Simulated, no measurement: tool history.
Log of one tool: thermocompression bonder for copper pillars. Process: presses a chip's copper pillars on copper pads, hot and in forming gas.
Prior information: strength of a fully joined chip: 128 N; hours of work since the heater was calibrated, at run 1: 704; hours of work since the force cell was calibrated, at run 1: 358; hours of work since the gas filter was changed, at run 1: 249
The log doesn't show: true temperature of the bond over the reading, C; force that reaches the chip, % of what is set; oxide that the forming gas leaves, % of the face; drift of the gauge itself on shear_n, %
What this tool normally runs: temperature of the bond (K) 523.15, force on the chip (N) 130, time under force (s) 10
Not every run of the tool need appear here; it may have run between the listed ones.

run	day	temperature of the bond (K)	force on the chip (N)	time under force (s)	hours of work since the heater was calibrated	hours of work since the force cell was calibrated	hours of work since the gas filter was changed	force that shears a chip off (N)
1	0.000	523.15	130	10	704	358	249	94.1
2	1.446	523.15	130	10	722	377	267	93.4
3	2.908	523.15	130	10	741	396	287	93.2
4	4.467	523.15	129	10	762	416	307	95.0
5	6.104	523.15	130	27	783	438	328	111.7
6	7.254	523.15	130	27	798	453	343	113.2
7	9.500	523.15	130	27	827	482	372	113.9
8	10.508	523.15	130	27	840	495	385	114.8
9	11.792	523.15	130	27	857	512	402	110.3
10	13.446	523.15	130	15	879	533	424	103.4
11	14.842	523.15	130	15	897	551	442	102.8
# day 17.138: forming gas filter changed
12	17.138	496.15	134	10	926	581	0	76.8
13	18.596	518.15	107	10	945	600	19	78.4
14	20.446	518.15	113	9	969	624	43	79.4
15	21.983	524.15	130	13	989	644	63	99.7

Consider 3 possible next runs. They are alternatives, not a sequence: every one starts from the tool as it was left by run 15. What does each give?
A	24.342	543.15	111	23	1020	675	94	?
B	24.342	523.15	90	6	1020	675	94	?
C	24.342	509.15	96	11	1020	675	94	?

run	force that shears a chip off (N)
A	112.7
B	60.9
C	68.5
The same runs, with their run-to-run variation unchanged, on a tool lacking any hidden condition would have given:
run	force that shears a chip off (N)
A	113.0
B	61.1
C	68.7
